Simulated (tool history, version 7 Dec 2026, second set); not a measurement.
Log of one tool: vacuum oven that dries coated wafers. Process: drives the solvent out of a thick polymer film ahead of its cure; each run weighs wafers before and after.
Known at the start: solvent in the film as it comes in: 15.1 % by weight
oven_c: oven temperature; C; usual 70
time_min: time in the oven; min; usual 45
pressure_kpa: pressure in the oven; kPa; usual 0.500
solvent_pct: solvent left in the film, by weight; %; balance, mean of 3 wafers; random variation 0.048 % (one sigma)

{"run": 1, "hour": 0.0, "oven_c": 70, "time_min": 45, "pressure_kpa": 0.5, "solvent_pct": 4.35}
{"run": 2, "hour": 28.0, "oven_c": 70, "time_min": 45, "pressure_kpa": 0.5, "solvent_pct": 4.36}
{"run": 3, "hour": 54.8, "oven_c": 70, "time_min": 45, "pressure_kpa": 0.5, "solvent_pct": 4.3}
{"run": 4, "hour": 85.5, "oven_c": 70, "time_min": 45, "pressure_kpa": 0.5, "solvent_pct": 4.38}
{"run": 5, "hour": 114.7, "oven_c": 70, "time_min": 45, "pressure_kpa": 0.449, "solvent_pct": 4.24}
{"run": 6, "hour": 134.6, "oven_c": 70, "time_min": 45, "pressure_kpa": 0.449, "solvent_pct": 4.29}
{"run": 7, "hour": 147.9, "oven_c": 70, "time_min": 45, "pressure_kpa": 0.449, "solvent_pct": 4.25}
{"run": 8, "hour": 161.6, "oven_c": 70, "time_min": 45, "pressure_kpa": 0.486, "solvent_pct": 4.33}
{"run": 9, "hour": 183.2, "oven_c": 70, "time_min": 45, "pressure_kpa": 0.486, "solvent_pct": 4.35}
{"run": 10, "hour": 200.8, "oven_c": 70, "time_min": 45, "pressure_kpa": 0.486, "solvent_pct": 4.3}
{"run": 11, "hour": 218.4, "oven_c": 78, "time_min": 38, "pressure_kpa": 0.5, "solvent_pct": 2.3}
{"run": 12, "hour": 242.6, "oven_c": 83, "time_min": 41, "pressure_kpa": 0.681, "solvent_pct": 1.04}
{"run": 13, "hour": 258.2, "oven_c": 70, "time_min": 45, "pressure_kpa": 1.152, "solvent_pct": 4.72}
{"run": 14, "hour": 287.6, "oven_c": 70, "time_min": 45, "pressure_kpa": 1.152, "solvent_pct": 4.77}
{"run": 15, "hour": 313.5, "oven_c": 78, "time_min": 24, "pressure_kpa": 0.876, "solvent_pct": 4.47}
{"hour": 317.7, "done": "oven's thermocouples calibrated"}
{"run": 16, "hour": 335.7, "oven_c": 67, "time_min": 50, "pressure_kpa": 1.997, "solvent_pct": 5.06}
{"run": 17, "hour": 363.2, "oven_c": 58, "time_min": 50, "pressure_kpa": 1.853, "solvent_pct": 8.17}
{"run": 18, "hour": 385.5, "oven_c": 58, "time_min": 50, "pressure_kpa": 1.853, "solvent_pct": 8.13}
{"run": 19, "hour": 407.3, "oven_c": 58, "time_min": 50, "pressure_kpa": 1.853, "solvent_pct": 8.28}
{"run": 20, "hour": 431.6, "oven_c": 70, "time_min": 44, "pressure_kpa": 0.705, "solvent_pct": 3.85}

Forecast each of these 4 alternatives for the next run:
{"run": "A", "hour": 459.5, "oven_c": 70, "time_min": 24, "pressure_kpa": 0.5, "solvent_pct": "?"}
{"run": "B", "hour": 459.5, "oven_c": 83, "time_min": 45, "pressure_kpa": 0.489, "solvent_pct": "?"}
{"run": "C", "hour": 459.5, "oven_c": 70, "time_min": 45, "pressure_kpa": 1.712, "solvent_pct": "?"}
{"run": "D", "hour": 459.5, "oven_c": 70, "time_min": 36, "pressure_kpa": 0.5, "solvent_pct": "?"}

run=A solvent_pct=6.38
run=B solvent_pct=0.60
run=C solvent_pct=4.22
run=D solvent_pct=4.57
Without the tool's hidden state the same runs would have given:
run=A solvent_pct=6.23
run=B solvent_pct=0.53
run=C solvent_pct=4.06
run=D solvent_pct=4.41
